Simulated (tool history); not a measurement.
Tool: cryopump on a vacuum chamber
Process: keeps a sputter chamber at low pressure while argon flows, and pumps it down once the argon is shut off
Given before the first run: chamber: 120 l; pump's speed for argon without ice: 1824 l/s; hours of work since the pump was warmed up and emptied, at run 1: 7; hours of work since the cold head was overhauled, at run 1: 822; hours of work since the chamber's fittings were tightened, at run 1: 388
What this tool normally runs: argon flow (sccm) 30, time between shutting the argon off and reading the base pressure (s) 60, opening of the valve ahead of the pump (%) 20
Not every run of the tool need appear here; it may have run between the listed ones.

run,hour,argon flow (sccm),time between shutting the argon off and reading the base pressure (s),opening of the valve ahead of the pump (%),hours of work since the pump was warmed up and emptied,hours of work since the cold head was overhauled,hours of work since the chamber's fittings were tightened,pressure while argon flows (Pa),pressure after the wait (uPa)
1,0,30,60,20,7,822,388,0.1397,1.28
2,45.2,30,258,20,43,858,424,0.1394,0.67
3,79.5,30,150,20,70,885,451,0.1402,0.8
4,108,30,60,24,93,907,473,0.1168,1.4
5,156.4,30,60,24,131,946,512,0.1172,1.43
6,199,30,60,24,165,979,545,0.117,1.38
7,230.5,30,60,20,189,1004,570,0.1405,1.39
8,266.2,30,60,20,218,1032,598,0.1404,1.48
9,302.6,30,60,20,246,1061,627,0.1413,1.49
10,325.7,30,60,20,265,1079,645,0.1412,1.44
11,376.2,23,60,20,305,1119,685,0.1083,1.54
12,405.3,15,60,20,328,1142,708,0.0707,1.5
13,446.1,56,60,20,360,1174,740,0.2648,1.54
14,482.3,56,60,20,388,1203,769,0.2652,1.59
15,534.8,56,60,20,430,1245,811,0.2647,1.6
16,565.1,30,60,60,454,1268,835,0.0495,1.62
17,606.2,30,60,20,486,1301,867,0.1425,1.62
18,633.2,30,60,20,508,1322,888,0.1428,1.65
19,659.2,21,25,31,528,1343,909,0.0655,2.9
20,689,21,25,31,552,1366,932,0.0652,2.89
21,727,30,48,20,582,1396,962,0.1435,2
22,761.6,21,35,20,609,1424,990,0.1006,2.34
23,808,13,244,31,646,1460,1026,0.0406,1.12
24,835.4,30,83,20,667,1482,1048,0.1432,1.54
25,865.7,33,83,20,691,1506,1072,0.1581,1.57
26,917.5,33,83,20,732,1547,1113,0.1582,1.62
27,949.4,33,199,17,757,1572,1138,0.187,1.28
28,987.1,19,44,20,787,1602,1168,0.0915,2.21
# hour 1025.4: pump warmed up, emptied and cooled again
29,1040.2,30,60,47,12,1640,1206,0.0592,1.76
30,1072.6,30,60,19,37,1665,1231,0.1467,1.8
31,1103.1,29,60,32,61,1690,1256,0.0847,1.77
32,1140.3,29,60,32,91,1719,1285,0.0849,1.83
33,1186.5,30,297,22,127,1755,1321,0.1272,1.13
34,1223.5,30,27,24,157,1785,1351,0.1172,2.97

Branching from run 34: 4 alternative next runs. What would each branch give?
A,1271.4,30,27,39,194,1822,1388,?,?
B,1271.4,26,255,27,194,1822,1388,?,?
C,1271.4,12,224,23,194,1822,1388,?,?
D,1271.4,30,60,18,194,1822,1388,?,?

run,pressure while argon flows (Pa),pressure after the wait (uPa)
A,0.0729,3.01
B,0.0904,1.24
C,0.0488,1.29
D,0.1564,1.87
Had the tool no hidden state, the same runs would have come out as:
run,pressure while argon flows (Pa),pressure after the wait (uPa)
A,0.0714,2.1
B,0.0891,0.34
C,0.0482,0.39
D,0.1549,0.99

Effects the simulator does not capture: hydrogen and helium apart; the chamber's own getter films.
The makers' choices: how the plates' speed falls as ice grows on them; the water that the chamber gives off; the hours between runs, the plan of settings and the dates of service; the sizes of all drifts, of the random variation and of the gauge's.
